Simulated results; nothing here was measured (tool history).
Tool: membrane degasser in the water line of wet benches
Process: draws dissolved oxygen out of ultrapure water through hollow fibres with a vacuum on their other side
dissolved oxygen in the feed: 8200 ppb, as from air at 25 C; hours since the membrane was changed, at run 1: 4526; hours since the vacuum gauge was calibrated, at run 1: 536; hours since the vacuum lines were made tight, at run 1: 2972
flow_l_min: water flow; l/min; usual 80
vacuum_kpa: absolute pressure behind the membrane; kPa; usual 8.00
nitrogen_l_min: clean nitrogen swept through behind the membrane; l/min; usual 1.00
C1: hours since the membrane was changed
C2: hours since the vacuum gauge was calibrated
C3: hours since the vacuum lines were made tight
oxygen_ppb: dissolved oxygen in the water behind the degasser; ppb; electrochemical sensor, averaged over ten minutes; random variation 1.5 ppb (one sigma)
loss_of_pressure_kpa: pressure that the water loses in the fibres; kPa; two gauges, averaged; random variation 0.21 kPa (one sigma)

run 1 hour=0.0 | flow_l_min=80 vacuum_kpa=8.00 nitrogen_l_min=1.00 | C1=4526 C2=536 C3=2972 | oxygen_ppb=616.0 loss_of_pressure_kpa=48.29
run 2 hour=57.4 | flow_l_min=80 vacuum_kpa=8.00 nitrogen_l_min=1.47 | C1=4583 C2=594 C3=3029 | oxygen_ppb=475.3 loss_of_pressure_kpa=47.92
run 3 hour=177.1 | flow_l_min=80 vacuum_kpa=8.00 nitrogen_l_min=1.47 | C1=4703 C2=714 C3=3149 | oxygen_ppb=472.9 loss_of_pressure_kpa=48.57
run 4 hour=286.0 | flow_l_min=80 vacuum_kpa=8.00 nitrogen_l_min=1.47 | C1=4812 C2=822 C3=3258 | oxygen_ppb=475.0 loss_of_pressure_kpa=48.48
run 5 hour=381.9 | flow_l_min=80 vacuum_kpa=19.94 nitrogen_l_min=1.47 | C1=4908 C2=918 C3=3354 | oxygen_ppb=1471.4 loss_of_pressure_kpa=48.55
run 6 hour=458.9 | flow_l_min=80 vacuum_kpa=19.94 nitrogen_l_min=1.47 | C1=4985 C2=995 C3=3431 | oxygen_ppb=1474.2 loss_of_pressure_kpa=47.96
run 7 hour=546.1 | flow_l_min=80 vacuum_kpa=19.94 nitrogen_l_min=1.47 | C1=5072 C2=1083 C3=3518 | oxygen_ppb=1470.3 loss_of_pressure_kpa=48.65
run 8 hour=605.9 | flow_l_min=80 vacuum_kpa=19.94 nitrogen_l_min=1.47 | C1=5132 C2=1142 C3=3578 | oxygen_ppb=1475.3 loss_of_pressure_kpa=48.40
run 9 hour=722.3 | flow_l_min=77 vacuum_kpa=19.94 nitrogen_l_min=1.47 | C1=5248 C2=1259 C3=3694 | oxygen_ppb=1440.9 loss_of_pressure_kpa=46.24
run 10 hour=803.0 | flow_l_min=80 vacuum_kpa=8.00 nitrogen_l_min=1.00 | C1=5329 C2=1339 C3=3775 | oxygen_ppb=622.5 loss_of_pressure_kpa=48.89
run 11 hour=866.1 | flow_l_min=80 vacuum_kpa=8.00 nitrogen_l_min=1.00 | C1=5392 C2=1403 C3=3838 | oxygen_ppb=621.8 loss_of_pressure_kpa=48.63
run 12 hour=919.9 | flow_l_min=80 vacuum_kpa=8.00 nitrogen_l_min=0.84 | C1=5446 C2=1456 C3=3892 | oxygen_ppb=696.0 loss_of_pressure_kpa=48.43
run 13 hour=980.8 | flow_l_min=80 vacuum_kpa=9.86 nitrogen_l_min=1.00 | C1=5507 C2=1517 C3=3953 | oxygen_ppb=840.5 loss_of_pressure_kpa=48.34
run 14 hour=1092.3 | flow_l_min=80 vacuum_kpa=8.00 nitrogen_l_min=1.00 | C1=5618 C2=1629 C3=4064 | oxygen_ppb=623.1 loss_of_pressure_kpa=48.58
run 15 hour=1155.8 | flow_l_min=80 vacuum_kpa=8.00 nitrogen_l_min=1.00 | C1=5682 C2=1692 C3=4128 | oxygen_ppb=622.3 loss_of_pressure_kpa=48.45
run 16 hour=1243.8 | flow_l_min=80 vacuum_kpa=8.00 nitrogen_l_min=1.00 | C1=5770 C2=1780 C3=4216 | oxygen_ppb=625.2 loss_of_pressure_kpa=48.27
run 17 hour=1317.1 | flow_l_min=55 vacuum_kpa=5.57 nitrogen_l_min=1.63 | C1=5843 C2=1854 C3=4289 | oxygen_ppb=171.2 loss_of_pressure_kpa=33.44
run 18 hour=1408.1 | flow_l_min=55 vacuum_kpa=5.57 nitrogen_l_min=1.63 | C1=5934 C2=1945 C3=4380 | oxygen_ppb=171.8 loss_of_pressure_kpa=33.64
run 19 hour=1497.8 | flow_l_min=109 vacuum_kpa=8.00 nitrogen_l_min=1.00 | C1=6024 C2=2034 C3=4470 | oxygen_ppb=763.4 loss_of_pressure_kpa=66.11
run 20 hour=1565.1 | flow_l_min=116 vacuum_kpa=15.60 nitrogen_l_min=1.00 | C1=6091 C2=2102 C3=4537 | oxygen_ppb=1815.1 loss_of_pressure_kpa=70.50

Run 21 comes next. What will it give?
run 21 hour=1668.5 | flow_l_min=97 vacuum_kpa=9.09 nitrogen_l_min=1.96 | C1=6194 C2=2205 C3=4640 | oxygen_ppb=? loss_of_pressure_kpa=?

Run 21 gave oxygen_ppb 547.1 ppb, loss_of_pressure_kpa 59.07 kPa.
Without the tool's hidden state the same run would have given oxygen_ppb 534.8 ppb, loss_of_pressure_kpa 57.26 kPa.
